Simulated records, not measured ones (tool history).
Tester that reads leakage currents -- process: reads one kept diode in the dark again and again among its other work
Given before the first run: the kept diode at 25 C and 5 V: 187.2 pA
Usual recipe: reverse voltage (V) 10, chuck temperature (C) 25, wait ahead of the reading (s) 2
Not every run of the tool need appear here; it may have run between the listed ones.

run	day	reverse voltage (V)	chuck temperature (C)	wait ahead of the reading (s)	current that the tester gives (pA)
1	0	10	25	2	279.16
2	5.262	10	25	2	278.24
3	12.367	10	25	9.38	277.85
4	18.683	10	25	9.38	276.61
# day 19.696: probe card cleaned and baked
# day 21.221: chuck's temperature calibrated
5	24.354	10	25	0.31	257.79
6	33.742	10	25	0.31	258.63
7	42.238	10	55	2	2195.14
8	51.654	10	55	2	2177.02
9	55.796	10	55	2	2170.49
10	59.833	10	55	2	2163.35
# day 63.975: chuck's temperature calibrated, once more
11	63.975	10	25	1.79	290.37
12	73.775	10	31	2	454.91
# day 74.908: tester calibrated
13	78.308	10	25	1.27	281.87
14	84.062	10	25	1.27	283.32
15	93.179	10	25	1.27	283.01
16	98.754	10	25	1.27	282.48
17	103.467	10	25	1.42	282.36
18	111.175	10	25	1.42	283.05
19	116.183	10	25	1.42	281.95
20	120.388	14.6	21	5.18	262.51
21	127.533	6.4	21	1.57	161.12
22	135.738	6.4	21	1.57	161.41
# day 136.396: probe card cleaned and baked
23	142.704	6.4	21	1.57	146.98
24	148.067	5.2	25	2	179.66
# day 156.421: chuck's temperature calibrated
25	156.946	5.2	25	3.87	194.83
26	165.238	5.2	25	3.87	194.65
27	174.325	5.2	25	3.87	194.26
28	180.304	10	23	2	241
29	189.275	10	23	2	241.37
30	197.762	10	23	2	242
31	206.921	1.9	43	0.79	416.81
32	216.3	6.1	25	1.74	211.37
33	225.4	6.1	25	1.74	211.55
34	233.958	1.1	55	2	681.36
35	238.283	9.8	37	3.15	667.66

Below, some changes in current that the tester gives (pA) between adjacent runs. For each, the amount present without the hidden state too (settings, incoming material, random variation) and the amount remaining for the hidden state with gauge scatter not shared by both compared results:
The hidden state here: stray current of the dirty probe card, pA a volt; current scale over the true one, %; true chuck temperature over the reading, C; drift of the gauge itself on leakage_pa, %.
Run 4 -> 5: wait ahead of the reading (s) 9.38 -> 0.31, probe card cleaned and baked, chuck's temperature calibrated. current that the tester gives (pA) -18.82: hidden state -28.58, all else +9.76.
Run 6 -> 7: chuck temperature (C) 25 -> 55, wait ahead of the reading (s) 0.31 -> 2. current that the tester gives (pA) +1936.51: hidden state -187.04, all else +2123.55.
Run 10 -> 11: chuck temperature (C) 55 -> 25, wait ahead of the reading (s) 2 -> 1.79, chuck's temperature calibrated, once more. current that the tester gives (pA) -1872.98: hidden state +245.54, all else -2118.52.
Run 33 -> 34: reverse voltage (V) 6.1 -> 1.1, chuck temperature (C) 25 -> 55, wait ahead of the reading (s) 1.74 -> 2. current that the tester gives (pA) +469.81: hidden state -27, all else +496.81.
